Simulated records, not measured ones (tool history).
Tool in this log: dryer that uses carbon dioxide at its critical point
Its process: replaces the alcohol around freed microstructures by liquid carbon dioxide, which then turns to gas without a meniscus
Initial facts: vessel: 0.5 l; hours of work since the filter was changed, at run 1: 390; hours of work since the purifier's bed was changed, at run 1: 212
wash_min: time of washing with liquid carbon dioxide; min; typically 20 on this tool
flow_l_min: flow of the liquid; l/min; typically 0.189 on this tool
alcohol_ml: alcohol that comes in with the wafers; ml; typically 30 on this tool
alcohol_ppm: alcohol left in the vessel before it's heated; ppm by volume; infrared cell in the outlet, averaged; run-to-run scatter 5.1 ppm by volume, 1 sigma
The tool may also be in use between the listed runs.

run	day	wash_min	flow_l_min	alcohol_ml	hours of work since the filter was changed	hours of work since the purifier's bed was changed	alcohol_ppm
1	0	20	0.189	30	390	212	146
2	1.021	14	0.189	30	398	220	808
3	1.575	20	0.189	30	402	224	151
4	2.017	20	0.189	30	405	227	151
5	2.492	20	0.189	30	408	231	151
6	3.029	20	0.189	30	412	235	154
7	3.617	20	0.189	30	417	239	155
8	4.525	20	0.189	30	424	246	148
9	5.488	29	0.189	30	431	253	48
10	6.496	20	0.189	106	438	260	459
11	7.154	13	0.159	106	443	265	6741
12	7.692	20	0.189	36	447	269	175
13	8.142	20	0.189	38	450	273	195
14	9.142	20	0.213	48	458	280	135
15	9.929	20	0.237	30	464	286	81
16	10.671	28	0.189	52	469	291	70
17	11.546	20	0.189	56	476	298	289

4 options for the next run, each taken on its own from the tool as it stands now. Forecast them:
A	12.6	20	0.189	28	483	306	?
B	12.6	13	0.189	30	483	306	?
C	12.6	20	0.189	30	483	306	?
D	12.6	20	0.116	56	483	306	?

run	alcohol_ppm
A	160
B	1116
C	168
D	2318
With no hidden state in the tool, these same runs would have given:
run	alcohol_ppm
A	65
B	707
C	68
D	1518
